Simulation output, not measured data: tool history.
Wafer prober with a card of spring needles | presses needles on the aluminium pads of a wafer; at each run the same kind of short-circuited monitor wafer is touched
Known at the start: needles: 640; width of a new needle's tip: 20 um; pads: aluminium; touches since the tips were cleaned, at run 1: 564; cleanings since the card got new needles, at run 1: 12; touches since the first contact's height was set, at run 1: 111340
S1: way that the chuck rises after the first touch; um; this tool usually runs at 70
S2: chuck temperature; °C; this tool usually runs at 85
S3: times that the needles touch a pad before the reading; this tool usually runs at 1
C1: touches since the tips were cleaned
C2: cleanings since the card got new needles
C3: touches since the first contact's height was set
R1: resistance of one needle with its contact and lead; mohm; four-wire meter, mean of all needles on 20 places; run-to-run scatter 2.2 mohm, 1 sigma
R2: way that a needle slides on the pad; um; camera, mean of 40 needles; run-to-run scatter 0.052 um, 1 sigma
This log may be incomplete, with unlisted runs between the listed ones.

Run 1, hour 0: usual settings; C1 564; C2 12; C3 111340. Result: R1 321 mohm, R2 17.35 um.
Run 2, hour 19.3: usual settings but S3 2; C1 6939; C2 12; C3 117715. Result: R1 443 mohm, R2 17.38 um.
At hour 22.5: tips cleaned on abrasive film.
Run 3, hour 36.5: usual settings but S3 2; C1 4629; C2 13; C3 123367. Result: R1 409 mohm, R2 17.35 um.
At hour 47.3: tips cleaned on abrasive film.
Run 4, hour 62.4: usual settings; C1 4979; C2 14; C3 131918. Result: R1 520 mohm, R2 17.32 um.
At hour 72: tips cleaned on abrasive film.
Run 5, hour 82.6: usual settings; C1 3516; C2 15; C3 138566. Result: R1 475 mohm, R2 17.25 um.
At hour 96: tips cleaned on abrasive film.
Run 6, hour 96.6: usual settings; C1 190; C2 16; C3 143164. Result: R1 300 mohm, R2 17.22 um.
Run 7, hour 107.6: usual settings but S1 60 um; C1 3838; C2 16; C3 146812. Result: R1 595 mohm, R2 14.71 um.
At hour 120.8: tips cleaned on abrasive film.
Run 8, hour 122.8: usual settings but S1 60 um; C1 670; C2 17; C3 151810. Result: R1 342 mohm, R2 14.69 um.
At hour 145.1: tips cleaned on abrasive film.
Run 9, hour 147.7: usual settings but S1 60 um; C1 865; C2 18; C3 160013. Result: R1 357 mohm, R2 14.56 um.
At hour 170: tips cleaned on abrasive film.
Run 10, hour 171: usual settings but S2 35 °C, S3 2; C1 350; C2 19; C3 167693. Result: R1 268 mohm, R2 17.13 um.
At hour 194.5: tips cleaned on abrasive film.
Run 11, hour 194.5: usual settings but S2 35 °C, S3 2; C1 0; C2 20; C3 175422. Result: R1 253 mohm, R2 17.08 um.
At hour 218.4: tips cleaned on abrasive film.
Run 12, hour 219.3: usual settings but S1 61 um, S2 53 °C; C1 293; C2 21; C3 183608. Result: R1 320 mohm, R2 14.82 um.
At hour 242.2: tips cleaned on abrasive film.
Run 13, hour 242.2: usual settings but S1 82 um, S2 29 °C; C1 0; C2 22; C3 191150. Result: R1 256 mohm, R2 20.13 um.

Below are 3 alternative next runs, each starting from the tool's condition after run 13. Predict each:
Run A, hour 265.4: usual settings but S1 84 um, S2 37 °C, S3 2; C1 7660; C2 22; C3 198810. Result: R1 ?, R2 ?.
Run B, hour 265.4: usual settings but S1 63 um, S2 29 °C; C1 7660; C2 22; C3 198810. Result: R1 ?, R2 ?.
Run C, hour 265.4: usual settings but S1 82 um, S2 66 °C; C1 7660; C2 22; C3 198810. Result: R1 ?, R2 ?.

run   R1     R2
  A  395  20.68
  B  722  15.31
  C  511  20.11
Without the tool's hidden state the same runs would have given:
run   R1     R2
  A  231  21.31
  B  235  15.94
  C  236  20.74
